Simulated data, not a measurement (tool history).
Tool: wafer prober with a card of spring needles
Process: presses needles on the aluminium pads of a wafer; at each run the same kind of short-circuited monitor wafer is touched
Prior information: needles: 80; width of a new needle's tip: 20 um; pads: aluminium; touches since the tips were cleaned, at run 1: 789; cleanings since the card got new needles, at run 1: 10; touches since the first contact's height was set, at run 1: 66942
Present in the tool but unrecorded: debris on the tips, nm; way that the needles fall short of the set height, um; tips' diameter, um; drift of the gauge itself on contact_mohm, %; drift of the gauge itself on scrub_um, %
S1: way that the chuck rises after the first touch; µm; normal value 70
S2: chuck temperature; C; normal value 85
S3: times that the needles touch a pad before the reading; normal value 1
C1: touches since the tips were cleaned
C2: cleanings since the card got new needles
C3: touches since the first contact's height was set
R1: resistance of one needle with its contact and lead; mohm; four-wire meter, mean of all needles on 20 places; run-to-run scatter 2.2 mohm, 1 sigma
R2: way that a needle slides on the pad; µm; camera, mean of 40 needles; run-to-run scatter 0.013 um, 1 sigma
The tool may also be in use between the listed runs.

{"run": 1, "hour": 0.0, "S1": 70, "S2": 85, "S3": 1, "C1": 789, "C2": 10, "C3": 66942, "R1": 283, "R2": 9.39}
{"hour": 9.3, "done": "tips cleaned on abrasive film"}
{"hour": 20.2, "done": "tips cleaned on abrasive film"}
{"run": 2, "hour": 23.4, "S1": 70, "S2": 85, "S3": 1, "C1": 2027, "C2": 12, "C3": 81874, "R1": 317, "R2": 9.36}
{"hour": 31.8, "done": "tips cleaned on abrasive film"}
{"run": 3, "hour": 38.9, "S1": 80, "S2": 85, "S3": 1, "C1": 4613, "C2": 13, "C3": 91843, "R1": 334, "R2": 10.7}
{"hour": 43.1, "done": "tips cleaned on abrasive film"}
{"hour": 54.6, "done": "tips cleaned on abrasive film"}
{"run": 4, "hour": 63.4, "S1": 80, "S2": 85, "S3": 1, "C1": 5612, "C2": 15, "C3": 107444, "R1": 337, "R2": 10.69}
{"hour": 64.8, "done": "tips cleaned on abrasive film"}
{"hour": 75.0, "done": "tips cleaned on abrasive film"}
{"hour": 85.2, "done": "tips cleaned on abrasive film"}
{"run": 5, "hour": 87.9, "S1": 80, "S2": 85, "S3": 1, "C1": 1733, "C2": 18, "C3": 123063, "R1": 307, "R2": 10.69}
{"hour": 97.0, "done": "tips cleaned on abrasive film"}
{"hour": 108.1, "done": "tips cleaned on abrasive film"}
{"run": 6, "hour": 108.6, "S1": 80, "S2": 35, "S3": 1, "C1": 351, "C2": 20, "C3": 136282, "R1": 260, "R2": 10.65}
{"hour": 119.1, "done": "tips cleaned on abrasive film"}
{"run": 7, "hour": 122.6, "S1": 70, "S2": 42, "S3": 1, "C1": 2200, "C2": 21, "C3": 145202, "R1": 327, "R2": 9.32}
{"hour": 129.9, "done": "tips cleaned on abrasive film"}
{"hour": 140.0, "done": "tips cleaned on abrasive film"}
{"run": 8, "hour": 140.0, "S1": 70, "S2": 85, "S3": 1, "C1": 0, "C2": 23, "C3": 156338, "R1": 260, "R2": 9.29}
{"hour": 151.3, "done": "tips cleaned on abrasive film"}
{"hour": 157.6, "done": "tips cleaned on abrasive film, once more"}
{"run": 9, "hour": 159.8, "S1": 70, "S2": 85, "S3": 1, "C1": 1406, "C2": 25, "C3": 168960, "R1": 306, "R2": 9.29}
{"hour": 168.8, "done": "tips cleaned on abrasive film"}
{"run": 10, "hour": 175.0, "S1": 70, "S2": 85, "S3": 1, "C1": 4001, "C2": 26, "C3": 178665, "R1": 348, "R2": 9.28}
{"hour": 180.0, "done": "tips cleaned on abrasive film"}
{"hour": 190.0, "done": "tips cleaned on abrasive film"}
{"run": 11, "hour": 198.5, "S1": 70, "S2": 85, "S3": 1, "C1": 5524, "C2": 28, "C3": 193703, "R1": 372, "R2": 9.27}
{"hour": 200.0, "done": "tips cleaned on abrasive film"}
{"hour": 211.3, "done": "tips cleaned on abrasive film"}
{"hour": 221.7, "done": "tips cleaned on abrasive film"}
{"run": 12, "hour": 223.8, "S1": 70, "S2": 85, "S3": 1, "C1": 1358, "C2": 31, "C3": 209799, "R1": 316, "R2": 9.23}
{"hour": 232.2, "done": "tips cleaned on abrasive film"}
{"run": 13, "hour": 235.9, "S1": 70, "S2": 85, "S3": 1, "C1": 2368, "C2": 32, "C3": 217517, "R1": 325, "R2": 9.26}
{"hour": 243.6, "done": "tips cleaned on abrasive film"}
{"run": 14, "hour": 251.6, "S1": 70, "S2": 85, "S3": 1, "C1": 5169, "C2": 33, "C3": 227566, "R1": 363, "R2": 9.23}
{"hour": 255.2, "done": "tips cleaned on abrasive film"}
{"hour": 266.5, "done": "tips cleaned on abrasive film"}
{"run": 15, "hour": 272.7, "S1": 70, "S2": 85, "S3": 1, "C1": 4026, "C2": 35, "C3": 241050, "R1": 364, "R2": 9.25}
{"hour": 277.8, "done": "tips cleaned on abrasive film"}
{"hour": 285.4, "done": "height of the first contact set anew"}
{"run": 16, "hour": 286.9, "S1": 61, "S2": 29, "S3": 3, "C1": 5700, "C2": 36, "C3": 946, "R1": 296, "R2": 8.21}
{"hour": 289.1, "done": "tips cleaned on abrasive film"}
{"hour": 301.2, "done": "tips cleaned on abrasive film"}
{"run": 17, "hour": 305.8, "S1": 61, "S2": 29, "S3": 3, "C1": 2985, "C2": 38, "C3": 12994, "R1": 279, "R2": 8.23}
{"hour": 312.0, "done": "tips cleaned on abrasive film"}
{"run": 18, "hour": 316.3, "S1": 80, "S2": 28, "S3": 2, "C1": 2745, "C2": 39, "C3": 19695, "R1": 285, "R2": 10.78}
{"hour": 322.0, "done": "tips cleaned on abrasive film"}
{"hour": 332.4, "done": "tips cleaned on abrasive film"}
{"run": 19, "hour": 342.0, "S1": 65, "S2": 31, "S3": 1, "C1": 6145, "C2": 41, "C3": 36104, "R1": 386, "R2": 8.72}
{"hour": 344.2, "done": "tips cleaned on abrasive film"}
{"hour": 355.9, "done": "tips cleaned on abrasive film"}
{"run": 20, "hour": 356.8, "S1": 65, "S2": 31, "S3": 1, "C1": 596, "C2": 43, "C3": 45555, "R1": 286, "R2": 8.71}
{"hour": 366.1, "done": "tips cleaned on abrasive film"}
{"hour": 376.0, "done": "tips cleaned on abrasive film"}
{"run": 21, "hour": 379.9, "S1": 82, "S2": 66, "S3": 2, "C1": 2489, "C2": 45, "C3": 60290, "R1": 281, "R2": 11}
{"hour": 386.6, "done": "tips cleaned on abrasive film"}
{"hour": 398.1, "done": "tips cleaned on abrasive film"}
{"run": 22, "hour": 403.6, "S1": 82, "S2": 42, "S3": 2, "C1": 3558, "C2": 47, "C3": 75465, "R1": 283, "R2": 10.97}
{"hour": 408.2, "done": "tips cleaned on abrasive film"}
{"hour": 418.7, "done": "tips cleaned on abrasive film"}
{"run": 23, "hour": 421.0, "S1": 82, "S2": 32, "S3": 2, "C1": 1498, "C2": 49, "C3": 86531, "R1": 263, "R2": 10.98}
{"hour": 429.7, "done": "tips cleaned on abrasive film"}
{"run": 24, "hour": 432.9, "S1": 70, "S2": 46, "S3": 2, "C1": 2049, "C2": 50, "C3": 94109, "R1": 293, "R2": 9.36}
{"hour": 440.9, "done": "tips cleaned on abrasive film"}
{"run": 25, "hour": 445.8, "S1": 51, "S2": 73, "S3": 3, "C1": 3148, "C2": 51, "C3": 102390, "R1": 307, "R2": 6.8}
{"hour": 451.3, "done": "tips cleaned on abrasive film"}
{"hour": 461.3, "done": "tips cleaned on abrasive film"}
{"run": 26, "hour": 465.1, "S1": 77, "S2": 73, "S3": 2, "C1": 2475, "C2": 53, "C3": 114687, "R1": 288, "R2": 10.31}
{"hour": 472.4, "done": "tips cleaned on abrasive film"}
{"run": 27, "hour": 477.0, "S1": 77, "S2": 73, "S3": 2, "C1": 2956, "C2": 54, "C3": 122269, "R1": 294, "R2": 10.3}

What if the next run were any one of these 3? Each begins from the tool's condition after run 27:
{"hour": 483.7, "done": "tips cleaned on abrasive film"}
{"run": "A", "hour": 491.9, "S1": 80, "S2": 84, "S3": 2, "C1": 5310, "C2": 55, "C3": 131826, "R1": "?", "R2": "?"}
{"hour": 483.7, "done": "tips cleaned on abrasive film"}
{"run": "B", "hour": 491.9, "S1": 70, "S2": 85, "S3": 2, "C1": 5310, "C2": 55, "C3": 131826, "R1": "?", "R2": "?"}
{"hour": 483.7, "done": "tips cleaned on abrasive film"}
{"run": "C", "hour": 491.9, "S1": 77, "S2": 85, "S3": 1, "C1": 5310, "C2": 55, "C3": 131826, "R1": "?", "R2": "?"}

run=A R1=304 R2=10.69
run=B R1=324 R2=9.34
run=C R1=350 R2=10.3
Take away the tool's hidden state, keep each run's random variation, and the runs would have read:
run=A R1=247 R2=10.79
run=B R1=252 R2=9.44
run=C R1=249 R2=10.4

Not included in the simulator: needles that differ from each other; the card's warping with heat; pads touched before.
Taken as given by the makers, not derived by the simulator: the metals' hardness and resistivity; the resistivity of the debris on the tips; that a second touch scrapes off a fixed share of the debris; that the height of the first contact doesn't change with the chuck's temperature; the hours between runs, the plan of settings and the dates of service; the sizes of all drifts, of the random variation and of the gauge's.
